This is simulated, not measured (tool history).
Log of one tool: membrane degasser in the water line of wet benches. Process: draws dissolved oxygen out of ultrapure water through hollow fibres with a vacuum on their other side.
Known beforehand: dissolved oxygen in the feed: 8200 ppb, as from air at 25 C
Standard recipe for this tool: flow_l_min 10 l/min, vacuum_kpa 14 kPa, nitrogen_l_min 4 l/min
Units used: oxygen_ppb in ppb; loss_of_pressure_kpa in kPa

| run | hour | flow_l_min | vacuum_kpa | nitrogen_l_min | oxygen_ppb | loss_of_pressure_kpa |
|---|---|---|---|---|---|---|
| 1 | 0 | 10 | 14 | 4 | 76.7 | 39.53 |
| 2 | 36.3 | 10 | 14 | 4 | 78.1 | 39.28 |
| 3 | 86.4 | 10 | 14 | 4 | 76.3 | 39.26 |
| 4 | 127.5 | 10 | 14 | 4 | 76.8 | 39.82 |
| 5 | 200.9 | 10 | 14 | 4 | 78 | 39.29 |
| 6 | 265.3 | 10 | 14 | 4 | 78.6 | 39.51 |
| 7 | 320.2 | 10 | 14 | 4 | 78 | 39.61 |
| 8 | 367.3 | 10 | 14 | 4 | 77.3 | 39.76 |
| 9 | 452 | 10 | 14 | 4 | 77.8 | 39.56 |
| 10 | 489.7 | 10 | 14 | 4 | 77.8 | 39.38 |
| 11 | 546.6 | 10 | 14 | 9.57 | 38.4 | 39.91 |
| 12 | 603.1 | 10 | 14 | 4 | 78.3 | 40 |
| 13 | 675.9 | 10 | 14 | 4 | 76.6 | 39.82 |
| 14 | 719.6 | 9 | 14 | 4 | 68.6 | 36.03 |
| 15 | 804.9 | 10 | 11.1 | 4 | 58.5 | 39.69 |
| 16 | 885 | 10 | 14 | 4 | 78.9 | 39.9 |
| 17 | 951.9 | 11 | 26.2 | 1.84 | 339.7 | 43.5 |
| 18 | 997.3 | 14 | 16.3 | 4 | 143.2 | 55.57 |
| 19 | 1052.7 | 14 | 16.3 | 4 | 141.5 | 55.82 |
| 20 | 1103 | 14 | 12.3 | 3.68 | 115.2 | 55.5 |
| 21 | 1140.6 | 6 | 13.7 | 2.53 | 64.4 | 23.96 |
| 22 | 1213.1 | 6 | 13.7 | 2.53 | 64.2 | 23.98 |
| 23 | 1270.4 | 15 | 13.7 | 1.84 | 236.3 | 59.85 |
| 24 | 1357.3 | 10 | 13.7 | 2.37 | 120 | 39.83 |
| 25 | 1407.1 | 9 | 11.9 | 2.77 | 79 | 35.85 |
| 26 | 1479.4 | 9 | 11.9 | 2.77 | 78.4 | 35.8 |
| 27 | 1558.6 | 9 | 14.9 | 2.77 | 102.3 | 36 |
| 28 | 1612.8 | 9 | 14.9 | 2.77 | 101.9 | 35.26 |
| 29 | 1658.9 | 15 | 13.7 | 10.36 | 74 | 59.44 |
| 30 | 1711 | 7 | 10.6 | 3.48 | 41 | 27.51 |
| 31 | 1758.9 | 7 | 10.6 | 3.48 | 41.6 | 27.84 |
| 32 | 1828.7 | 14 | 14 | 4.74 | 108.8 | 55.69 |

Some steps in oxygen_ppb between neighbouring runs. How much of each would the tool show without its hidden state too (settings, what came in, random variation), and how much is left for the hidden state, with any gauge scatter that isn't in both results?
The hidden state here: membrane still open, %; true pressure behind the membrane over the reading, kPa; air that leaks in behind the membrane, l/min; drift of the gauge itself on oxygen_ppb, %; drift of the gauge itself on loss_of_pressure_kpa, %.
Run 16 -> 17: flow_l_min 10 -> 11, vacuum_kpa 14 -> 26.2, nitrogen_l_min 4 -> 1.84. oxygen_ppb +260.8 ppb: hidden state +2.1, all else +258.7.
Run 17 -> 18: flow_l_min 11 -> 14, vacuum_kpa 26.2 -> 16.3, nitrogen_l_min 1.84 -> 4. oxygen_ppb -196.5 ppb: hidden state -0.3, all else -196.2.
Run 22 -> 23: flow_l_min 6 -> 15, nitrogen_l_min 2.53 -> 1.84. oxygen_ppb +172.1 ppb: hidden state +3.5, all else +168.6.
Run 29 -> 30: flow_l_min 15 -> 7, vacuum_kpa 13.7 -> 10.6, nitrogen_l_min 10.36 -> 3.48. oxygen_ppb -33 ppb: hidden state -2.6, all else -30.4.
Run 31 -> 32: flow_l_min 7 -> 14, vacuum_kpa 10.6 -> 14, nitrogen_l_min 3.48 -> 4.74. oxygen_ppb +67.2 ppb: hidden state +2.7, all else +64.5.

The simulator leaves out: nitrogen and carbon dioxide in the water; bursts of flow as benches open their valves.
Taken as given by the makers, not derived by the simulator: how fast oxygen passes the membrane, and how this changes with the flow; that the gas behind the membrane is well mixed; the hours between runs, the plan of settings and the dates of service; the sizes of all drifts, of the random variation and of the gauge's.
